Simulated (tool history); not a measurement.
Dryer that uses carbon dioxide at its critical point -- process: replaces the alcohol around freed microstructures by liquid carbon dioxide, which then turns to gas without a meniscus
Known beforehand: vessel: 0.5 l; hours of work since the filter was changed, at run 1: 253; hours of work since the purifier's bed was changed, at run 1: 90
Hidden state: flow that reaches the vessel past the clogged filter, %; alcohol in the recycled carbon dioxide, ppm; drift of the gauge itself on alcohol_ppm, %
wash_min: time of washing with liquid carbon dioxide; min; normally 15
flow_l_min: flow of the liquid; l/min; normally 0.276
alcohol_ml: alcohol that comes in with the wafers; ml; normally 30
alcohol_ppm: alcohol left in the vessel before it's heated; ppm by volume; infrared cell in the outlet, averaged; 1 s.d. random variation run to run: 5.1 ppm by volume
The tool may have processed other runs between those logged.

run   hour  wash_min  flow_l_min  alcohol_ml  hours of work since the filter was changed  hours of work since the purifier's bed was changed  alcohol_ppm
  1      0        15       0.276          30                                         253                                                  90          102
  2   44.3        15       0.276          30                                         285                                                 122          130
  3   67.6        15       0.276          30                                         303                                                 139          138
  4  111.7        15       0.276          30                                         335                                                 172          156
  5  150.3        15       0.276          83                                         363                                                 200          291
  6  174.1        15       0.273          30                                         380                                                 217          189
  7    216        15       0.276          23                                         411                                                 248          191
  8  248.9        15       0.276          23                                         435                                                 272          201
  9  271.8        15       0.276          23                                         452                                                 289          203
 10  292.5        15       0.276          23                                         467                                                 304          218
 11  323.6        15       0.276          23                                         490                                                 327          231
 12  350.2        15       0.276          23                                         509                                                 346          245
     361.1  -- inlet filter changed
 13  381.4        15       0.276          30                                          15                                                 368          242
 14  401.5        15       0.276          30                                          30                                                 383          249
 15  441.4        15       0.276          30                                          59                                                 412          271
 16  474.5        15       0.276          30                                          83                                                 437          284
 17  507.7        12       0.276          30                                         107                                                 461          451
 18  540.7        12       0.276          30                                         131                                                 485          456
 19    576        12       0.276          30                                         157                                                 511          485
 20  609.4        10       0.214          56                                         182                                                 535         2998
 21  637.9        10       0.214          56                                         203                                                 556         3167
 22  660.3        13       0.321          35                                         219                                                 573          374

Run 23 comes next. What will it give?
     674.8  -- purifier's bed changed
 23  684.6        18        0.28          35                                         235                                                   7            ?

Run 23 came out at alcohol_ppm 12 ppm by volume.
Minus the tool's unlogged condition, the same run would have read alcohol_ppm 5 ppm by volume.

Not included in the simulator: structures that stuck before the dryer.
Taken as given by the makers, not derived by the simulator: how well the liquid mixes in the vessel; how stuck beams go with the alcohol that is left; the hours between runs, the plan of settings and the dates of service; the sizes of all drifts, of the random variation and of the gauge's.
